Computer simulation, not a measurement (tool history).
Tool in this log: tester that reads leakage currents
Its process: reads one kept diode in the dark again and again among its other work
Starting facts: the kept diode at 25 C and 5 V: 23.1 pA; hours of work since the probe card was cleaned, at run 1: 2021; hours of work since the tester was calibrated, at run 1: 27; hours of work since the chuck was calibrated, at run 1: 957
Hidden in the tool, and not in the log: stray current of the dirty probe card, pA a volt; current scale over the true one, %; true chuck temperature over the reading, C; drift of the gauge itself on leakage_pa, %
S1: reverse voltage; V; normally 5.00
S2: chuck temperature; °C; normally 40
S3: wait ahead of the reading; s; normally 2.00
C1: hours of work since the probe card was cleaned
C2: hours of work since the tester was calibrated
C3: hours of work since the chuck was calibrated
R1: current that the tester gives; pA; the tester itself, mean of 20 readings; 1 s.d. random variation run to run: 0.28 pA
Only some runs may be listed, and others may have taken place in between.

run,hour,S1,S2,S3,C1,C2,C3,R1
1,0.0,5.00,40,2.00,2021,27,957,107.44
2,68.4,5.00,40,2.00,2056,62,992,107.89
3,152.1,5.00,40,2.00,2099,105,1036,108.78
# hour 165.3: probe card cleaned and baked
4,229.1,5.00,40,1.12,33,144,1074,106.22
5,313.5,5.00,40,2.00,76,187,1117,106.25
6,403.1,9.21,40,2.00,122,233,1163,132.22
7,501.3,5.00,40,2.00,173,284,1214,107.48
8,586.7,5.00,40,2.00,217,328,1258,108.30
9,678.4,5.00,40,2.00,264,375,1305,108.33
10,729.2,5.00,40,2.00,290,401,1331,109.63
11,819.8,5.00,40,2.00,337,448,1378,109.62
12,895.4,5.00,40,2.00,376,486,1417,110.53
13,983.6,5.00,40,2.00,421,532,1462,110.37
14,1044.0,5.00,40,2.00,452,563,1493,111.47
15,1103.1,5.00,40,2.00,483,593,1524,112.62
# hour 1112.5: tester calibrated
16,1180.6,1.16,40,2.00,522,35,1562,67.92
# hour 1220.9: chuck's temperature calibrated
17,1231.1,12.76,40,2.00,547,60,5,130.72
18,1278.7,12.76,40,2.00,571,85,30,131.31
# hour 1315.8: tester calibrated, once more
19,1387.0,7.73,53,2.00,626,37,84,323.31
20,1446.4,7.73,53,2.00,656,67,115,325.19

Predict the results of run 21:
21,1541.3,5.67,53,5.33,705,116,164,?

{"run 21": {"R1": 292.64}}
If the tool had no hidden condition, the same run with the same run-to-run variation would have returned R1 288.90 pA.
